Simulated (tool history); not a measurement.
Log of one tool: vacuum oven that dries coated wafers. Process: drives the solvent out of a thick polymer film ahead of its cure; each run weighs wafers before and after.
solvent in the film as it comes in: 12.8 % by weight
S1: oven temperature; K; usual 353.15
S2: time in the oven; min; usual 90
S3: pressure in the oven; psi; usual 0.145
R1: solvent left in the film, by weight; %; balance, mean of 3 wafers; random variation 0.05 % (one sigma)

{"run": 1, "day": 0.0, "S1": 353.15, "S2": 90, "S3": 0.145, "R1": 1.64}
{"run": 2, "day": 0.704, "S1": 353.15, "S2": 90, "S3": 0.145, "R1": 1.66}
{"run": 3, "day": 1.179, "S1": 353.15, "S2": 90, "S3": 0.145, "R1": 1.67}
{"run": 4, "day": 1.712, "S1": 353.15, "S2": 90, "S3": 0.145, "R1": 1.69}
{"run": 5, "day": 2.058, "S1": 348.15, "S2": 90, "S3": 0.145, "R1": 2.79}
{"run": 6, "day": 2.667, "S1": 353.15, "S2": 90, "S3": 0.145, "R1": 1.57}
{"run": 7, "day": 3.454, "S1": 358.15, "S2": 90, "S3": 0.145, "R1": 0.98}
{"run": 8, "day": 3.938, "S1": 358.15, "S2": 90, "S3": 0.145, "R1": 1.03}
{"run": 9, "day": 4.638, "S1": 358.15, "S2": 90, "S3": 0.145, "R1": 0.94}
{"run": 10, "day": 5.121, "S1": 358.15, "S2": 90, "S3": 0.145, "R1": 0.98}
{"run": 11, "day": 5.883, "S1": 353.15, "S2": 90, "S3": 0.145, "R1": 1.67}
{"run": 12, "day": 6.471, "S1": 353.15, "S2": 90, "S3": 0.145, "R1": 1.59}
{"run": 13, "day": 7.246, "S1": 353.15, "S2": 90, "S3": 0.145, "R1": 1.6}
{"run": 14, "day": 8.004, "S1": 353.15, "S2": 90, "S3": 0.145, "R1": 1.7}
{"run": 15, "day": 8.383, "S1": 353.15, "S2": 90, "S3": 0.145, "R1": 1.67}
{"run": 16, "day": 8.85, "S1": 353.15, "S2": 90, "S3": 0.145, "R1": 1.69}
{"run": 17, "day": 9.425, "S1": 353.15, "S2": 90, "S3": 0.145, "R1": 1.62}
{"run": 18, "day": 10.117, "S1": 342.15, "S2": 90, "S3": 0.145, "R1": 4.43}
{"run": 19, "day": 10.788, "S1": 342.15, "S2": 90, "S3": 0.145, "R1": 4.55}
{"run": 20, "day": 11.458, "S1": 353.15, "S2": 52, "S3": 0.145, "R1": 3.19}
{"run": 21, "day": 11.792, "S1": 353.15, "S2": 52, "S3": 0.145, "R1": 3.16}
{"run": 22, "day": 12.225, "S1": 353.15, "S2": 52, "S3": 0.145, "R1": 3.29}
{"run": 23, "day": 12.6, "S1": 353.15, "S2": 52, "S3": 0.145, "R1": 3.25}
{"run": 24, "day": 13.262, "S1": 353.15, "S2": 52, "S3": 0.145, "R1": 3.26}
{"run": 25, "day": 14.062, "S1": 353.15, "S2": 90, "S3": 0.261, "R1": 2.13}
{"run": 26, "day": 14.642, "S1": 353.15, "S2": 90, "S3": 0.261, "R1": 2.08}
{"run": 27, "day": 15.262, "S1": 353.15, "S2": 160, "S3": 0.132, "R1": 0.91}
{"run": 28, "day": 15.983, "S1": 340.15, "S2": 90, "S3": 0.309, "R1": 5.88}
{"run": 29, "day": 16.725, "S1": 341.15, "S2": 90, "S3": 0.263, "R1": 5.43}
{"day": 16.862, "done": "vacuum gauge cleaned of residue and calibrated"}
{"run": 30, "day": 17.121, "S1": 344.15, "S2": 64, "S3": 0.489, "R1": 6.42}
{"run": 31, "day": 17.446, "S1": 366.15, "S2": 61, "S3": 0.086, "R1": 0.46}
{"run": 32, "day": 17.833, "S1": 363.15, "S2": 137, "S3": 0.145, "R1": 0.59}
{"run": 33, "day": 18.533, "S1": 363.15, "S2": 137, "S3": 0.145, "R1": 0.5}
{"run": 34, "day": 19.208, "S1": 346.15, "S2": 137, "S3": 0.097, "R1": 1.83}
{"day": 19.617, "done": "vacuum gauge cleaned of residue and calibrated, once more"}
{"run": 35, "day": 20.004, "S1": 357.15, "S2": 82, "S3": 0.106, "R1": 0.92}
{"run": 36, "day": 20.333, "S1": 349.15, "S2": 90, "S3": 0.205, "R1": 2.6}
{"run": 37, "day": 20.871, "S1": 349.15, "S2": 93, "S3": 0.497, "R1": 3.68}
{"run": 38, "day": 21.483, "S1": 349.15, "S2": 93, "S3": 0.497, "R1": 3.74}
{"run": 39, "day": 21.896, "S1": 339.15, "S2": 52, "S3": 0.126, "R1": 6.97}
{"run": 40, "day": 22.321, "S1": 359.15, "S2": 111, "S3": 0.126, "R1": 0.51}
{"day": 22.783, "done": "oven's thermocouples calibrated"}
{"run": 41, "day": 23.004, "S1": 353.15, "S2": 123, "S3": 0.363, "R1": 2.07}
{"run": 42, "day": 23.738, "S1": 353.15, "S2": 123, "S3": 0.363, "R1": 2.04}
{"run": 43, "day": 24.433, "S1": 362.15, "S2": 105, "S3": 0.126, "R1": 0.55}
{"run": 44, "day": 25.004, "S1": 367.15, "S2": 90, "S3": 0.09, "R1": 0.24}
{"run": 45, "day": 25.658, "S1": 352.15, "S2": 136, "S3": 0.106, "R1": 0.99}
{"run": 46, "day": 26.125, "S1": 353.15, "S2": 136, "S3": 0.132, "R1": 0.9}
{"run": 47, "day": 26.696, "S1": 353.15, "S2": 136, "S3": 0.132, "R1": 0.95}

The same runs without the tool's hidden state, with the same run-to-run variation:
The hidden state here: true wafer temperature over the reading, C; true pressure over the reading, kPa; drift of the gauge itself on solvent_pct, %.
run=1 R1=1.73
run=2 R1=1.75
run=3 R1=1.77
run=4 R1=1.78
run=5 R1=2.95
run=6 R1=1.67
run=7 R1=1
run=8 R1=1.04
run=9 R1=0.95
run=10 R1=0.99
run=11 R1=1.76
run=12 R1=1.68
run=13 R1=1.7
run=14 R1=1.8
run=15 R1=1.77
run=16 R1=1.78
run=17 R1=1.71
run=18 R1=4.64
run=19 R1=4.76
run=20 R1=3.42
run=21 R1=3.39
run=22 R1=3.52
run=23 R1=3.48
run=24 R1=3.5
run=25 R1=2.24
run=26 R1=2.19
run=27 R1=0.83
run=28 R1=6.11
run=29 R1=5.66
run=30 R1=6.66
run=31 R1=0.42
run=32 R1=0.48
run=33 R1=0.39
run=34 R1=1.89
run=35 R1=1.12
run=36 R1=2.99
run=37 R1=4.09
run=38 R1=4.15
run=39 R1=7.35
run=40 R1=0.59
run=41 R1=2.07
run=42 R1=2.04
run=43 R1=0.54
run=44 R1=0.23
run=45 R1=0.98
run=46 R1=0.89
run=47 R1=0.93
